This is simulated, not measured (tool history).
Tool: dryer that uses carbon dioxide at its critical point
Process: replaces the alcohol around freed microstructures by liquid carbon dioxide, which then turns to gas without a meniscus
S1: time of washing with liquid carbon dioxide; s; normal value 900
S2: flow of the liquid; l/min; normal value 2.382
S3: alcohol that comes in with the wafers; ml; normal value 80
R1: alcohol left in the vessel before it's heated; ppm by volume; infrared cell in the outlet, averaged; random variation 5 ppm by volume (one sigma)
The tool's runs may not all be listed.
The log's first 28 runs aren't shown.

run,hour,S1,S2,S3,R1
29,817.0,900,3.240,80,213
30,835.5,840,3.240,23,209
31,871.5,840,1.640,30,302
32,906.7,900,2.450,80,245
33,941.7,900,3.150,64,247
# hour 944.3: inlet filter changed
34,962.0,900,3.430,23,247
35,991.2,900,3.430,23,268
# hour 998.0: purifier's bed changed
36,1024.4,900,2.382,112,22
37,1051.0,900,2.170,69,33
38,1069.1,780,3.650,80,24
39,1103.5,780,3.650,80,32
40,1131.7,1140,1.690,28,54
41,1157.7,1200,2.570,104,39
42,1192.2,1200,2.570,104,52
# hour 1213.4: inlet filter changed
43,1220.3,780,3.820,42,48
44,1248.4,1320,1.520,70,69
45,1269.3,600,1.810,56,336
46,1295.0,600,1.810,56,361
47,1310.9,780,1.520,72,366

4 options for the next run, each taken on its own from the tool as it stands now. Forecast them:
A,1327.9,780,3.960,34,?
B,1327.9,840,1.580,80,?
C,1327.9,540,2.040,32,?
D,1327.9,900,2.382,70,?

run,R1
A,87
B,296
C,244
D,97
Take away the tool's hidden state, keep each run's random variation, and the runs would have read:
run,R1
A,9
B,155
C,123
D,15

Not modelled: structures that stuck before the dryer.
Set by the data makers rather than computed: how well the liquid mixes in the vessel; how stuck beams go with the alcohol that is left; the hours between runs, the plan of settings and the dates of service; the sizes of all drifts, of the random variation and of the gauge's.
